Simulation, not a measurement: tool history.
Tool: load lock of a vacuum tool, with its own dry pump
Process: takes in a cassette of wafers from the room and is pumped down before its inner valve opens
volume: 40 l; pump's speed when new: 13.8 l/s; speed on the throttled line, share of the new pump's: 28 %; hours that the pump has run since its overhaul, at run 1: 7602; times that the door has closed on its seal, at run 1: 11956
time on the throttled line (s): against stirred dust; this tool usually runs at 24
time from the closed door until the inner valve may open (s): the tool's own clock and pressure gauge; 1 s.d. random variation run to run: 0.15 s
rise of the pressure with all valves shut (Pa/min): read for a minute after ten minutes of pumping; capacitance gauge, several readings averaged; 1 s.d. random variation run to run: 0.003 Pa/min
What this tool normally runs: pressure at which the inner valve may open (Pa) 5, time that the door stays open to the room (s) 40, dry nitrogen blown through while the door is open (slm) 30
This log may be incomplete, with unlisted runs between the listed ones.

run	day	time on the throttled line (s)	pressure at which the inner valve may open (Pa)	time that the door stays open to the room (s)	dry nitrogen blown through while the door is open (slm)	hours that the pump has run since its overhaul	times that the door has closed on its seal	incoming humidity of the room's air, %	time from the closed door until the inner valve may open (s)	rise of the pressure with all valves shut (Pa/min)
1	0	24	5	40	30	7602	11956	44.7	47.2	0.06
2	20.058	24	5	40	30	8084	13497	42.5	47.3	0.063
3	34.342	24	5	40	30	8426	14596	46	47.1	0.073
4	54.788	24	5	40	30	8917	16167	44.1	47.3	0.083
5	63.7	44	5	40	30	9131	16852	46.2	61.4	0.09
6	81.317	44	5	40	30	9554	18206	49.8	61.6	0.099
7	94.717	44	5	40	30	9875	19236	43.5	61.4	0.104
8	104.217	24	5	40	30	10103	19966	44.1	47.8	0.108
9	112.704	24	5	40	30	10307	20618	46.9	47.9	0.112
10	129.983	24	5	40	30	10722	21946	42.4	47.6	0.12
11	147.233	24	5	40	30	11136	23272	46.2	48	0.125
12	160.729	24	5	40	30	11460	24309	44.6	48.1	0.136
13	174.033	24	5	40	30	11779	25332	46.4	47.9	0.145
14	186.946	14	5	40	30	12089	26325	45.5	41	0.16
15	205.917	21	6	41	9	12544	27782	41.9	45.5	0.176
16	217.521	25	5	40	30	12823	28674	45.7	48.6	0.167
17	228.571	24	5	66	30	13088	29524	45.3	48.3	0.183
18	239.95	28	8	70	4	13361	30398	46.2	49.3	0.234
19	249.85	28	8	70	4	13599	31159	42.2	49.5	0.233
20	258.962	28	8	70	4	13817	31860	44.1	49.5	0.242
21	274.429	16	8	70	22	14189	33049	43.5	41.4	0.209
22	293.004	16	8	70	22	14634	34476	48.1	41.2	0.229
23	310.175	16	8	70	22	15046	35796	47.5	41.4	0.248
24	330.658	13	8	119	5	15538	37370	41.9	39.3	0.289
25	348.754	38	4	113	6	15972	38761	46.6	59	0.31
26	361.438	18	5	40	23	16277	39736	45.4	44.7	0.274
27	380.375	18	5	40	23	16731	41191	43.6	44.4	0.286

Subtracting, for every run, the result it would have given without the tool's unlogged condition from the measured result gives the following. The same run-to-run variation enters both numbers; the gauge's scatter may not:
The hidden state here: pump's speed, % of a new pump's; leak at the door's seal, Pa l/s; drift of the gauge itself on ready_s, %; drift of the gauge itself on rise_pa_min, %.
run	time from the closed door until the inner valve may open (s)	rise of the pressure with all valves shut (Pa/min)
1	+1	+0.041
2	+1.1	+0.048
3	+1.1	+0.055
4	+1.3	+0.062
5	+1	+0.069
6	+1.1	+0.077
7	+1.1	+0.083
8	+1.4	+0.088
9	+1.5	+0.09
10	+1.5	+0.1
11	+1.6	+0.11
12	+1.7	+0.118
13	+1.7	+0.124
14	+1.9	+0.135
15	+1.8	+0.143
16	+1.9	+0.149
17	+1.9	+0.159
18	+1.7	+0.168
19	+1.8	+0.172
20	+1.9	+0.18
21	+2.2	+0.185
22	+2.3	+0.199
23	+2.4	+0.212
24	+2.5	+0.222
25	+2.1	+0.238
26	+2.7	+0.252
27	+2.8	+0.263
